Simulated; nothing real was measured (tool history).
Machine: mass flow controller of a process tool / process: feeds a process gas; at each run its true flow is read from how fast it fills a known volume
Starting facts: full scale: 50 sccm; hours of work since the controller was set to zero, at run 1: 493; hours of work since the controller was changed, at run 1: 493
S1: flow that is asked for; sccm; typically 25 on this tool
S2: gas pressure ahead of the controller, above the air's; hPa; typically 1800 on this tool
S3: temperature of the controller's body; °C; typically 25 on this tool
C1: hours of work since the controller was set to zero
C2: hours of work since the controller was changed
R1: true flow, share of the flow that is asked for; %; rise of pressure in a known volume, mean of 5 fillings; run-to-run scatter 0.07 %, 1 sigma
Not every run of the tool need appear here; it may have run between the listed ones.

| run | hour | S1 | S2 | S3 | C1 | C2 | R1 |
|---|---|---|---|---|---|---|---|
| 1 | 0 | 25 | 1800 | 25 | 493 | 493 | 98.09 |
| 2 | 405.1 | 25 | 1800 | 29 | 782 | 782 | 98.32 |
| 3 | 704.2 | 11 | 1800 | 25 | 996 | 996 | 96.48 |
| 4 | 875.6 | 11 | 1800 | 25 | 1118 | 1118 | 96.41 |
| 5 | 1188.4 | 11 | 1800 | 25 | 1342 | 1342 | 96.25 |
| 6 | 1439.2 | 25 | 1800 | 25 | 1521 | 1521 | 97.91 |
| 7 | 1636.8 | 25 | 1800 | 25 | 1662 | 1662 | 98.04 |
| 8 | 1947 | 25 | 1650 | 25 | 1884 | 1884 | 98.07 |
| 9 | 2149.7 | 25 | 1650 | 25 | 2028 | 2028 | 98.1 |
| 10 | 2535.7 | 25 | 1650 | 26 | 2304 | 2304 | 98.07 |
| 11 | 2818.4 | 25 | 1800 | 25 | 2506 | 2506 | 97.88 |
| 12 | 3216.2 | 25 | 1800 | 25 | 2790 | 2790 | 97.7 |
| 13 | 3478.2 | 25 | 1800 | 25 | 2977 | 2977 | 97.82 |
| 14 | 3800.7 | 25 | 1800 | 25 | 3207 | 3207 | 97.74 |
| 15 | 4169 | 25 | 1800 | 25 | 3470 | 3470 | 97.82 |
| 16 | 4445.3 | 25 | 1800 | 25 | 3668 | 3668 | 97.77 |
| 17 | 4842.3 | 25 | 1800 | 25 | 3951 | 3951 | 97.64 |
| 18 | 5122.3 | 25 | 2360 | 25 | 4151 | 4151 | 97.36 |
| 19 | 5432.3 | 25 | 1800 | 25 | 4373 | 4373 | 97.68 |
| 20 | 5642.4 | 25 | 1800 | 25 | 4523 | 4523 | 97.69 |
| 21 | 5864.8 | 25 | 1800 | 25 | 4682 | 4682 | 97.64 |
| 22 | 6249.7 | 25 | 1800 | 25 | 4956 | 4956 | 97.6 |
| 23 | 6562.3 | 25 | 1800 | 25 | 5180 | 5180 | 97.54 |
| 24 | 6966.6 | 9 | 2720 | 25 | 5468 | 5468 | 92.52 |
| 25 | 7246.5 | 6 | 2330 | 34 | 5668 | 5668 | 90.3 |
| 26 | 7646.9 | 25 | 1440 | 25 | 5954 | 5954 | 97.65 |
| 27 | 7878.8 | 25 | 1610 | 39 | 6120 | 6120 | 98.42 |
| 28 | 8063.4 | 16 | 1470 | 25 | 6252 | 6252 | 95.67 |
| 29 | 8473.7 | 11 | 2330 | 32 | 6545 | 6545 | 93.71 |
| 30 | 8770.6 | 9 | 2040 | 38 | 6757 | 6757 | 92.72 |
| 31 | 9046.8 | 13 | 2560 | 25 | 6954 | 6954 | 94 |
| 32 | 9457.3 | 23 | 1610 | 31 | 7247 | 7247 | 97.53 |
| 33 | 9776.5 | 33 | 2560 | 27 | 7475 | 7475 | 98.26 |
| 34 | 9956 | 33 | 2560 | 27 | 7603 | 7603 | 98.22 |
| 35 | 10284.8 | 23 | 2740 | 23 | 7838 | 7838 | 96.24 |
| 36 | 10563.1 | 10 | 2740 | 23 | 8037 | 8037 | 91.38 |
| 37 | 10754.3 | 6 | 2740 | 29 | 8174 | 8174 | 86.64 |
| 38 | 10956.2 | 6 | 2740 | 29 | 8318 | 8318 | 86.5 |
| 39 | 11282.2 | 6 | 2740 | 29 | 8551 | 8551 | 86.17 |
|  | 11332 | controller exchanged for a calibrated one |
| 40 | 11570.7 | 6 | 2740 | 29 | 171 | 171 | 96.49 |
| 41 | 11854.9 | 26 | 1800 | 32 | 373 | 373 | 98.81 |
| 42 | 12171.3 | 26 | 1800 | 32 | 599 | 599 | 98.79 |
| 43 | 12434.7 | 13 | 1800 | 25 | 788 | 788 | 97.04 |
| 44 | 12766.8 | 30 | 1800 | 25 | 1025 | 1025 | 98.53 |
| 45 | 13021.5 | 6 | 1800 | 21 | 1207 | 1207 | 95.28 |
| 46 | 13297.3 | 37 | 1880 | 21 | 1404 | 1404 | 98.85 |

Below, some changes in R1 between adjacent runs. For each, the amount present without the hidden state too (settings, incoming material, random variation) and the amount remaining for the hidden state with gauge scatter not shared by both compared results:
What the log doesn't record here: flow at rest that the sensor doesn't see, % of full scale; true flow over the shown one, %; drift of the gauge itself on true_pct, %.
Run 23 -> 24: S1 25 -> 9, S2 1800 -> 2720. R1 -5.02 %: hidden state -3.47, all else -1.55.
Run 25 -> 26: S1 6 -> 25, S2 2330 -> 1440, S3 34 -> 25. R1 +7.35 %: hidden state +6.28, all else +1.07.
Run 36 -> 37: S1 10 -> 6, S3 23 -> 29. R1 -4.74 %: hidden state -4.8, all else +0.06.
Run 39 -> 40: controller exchanged for a calibrated one. R1 +10.32 %: hidden state +10.22, all else +0.1.
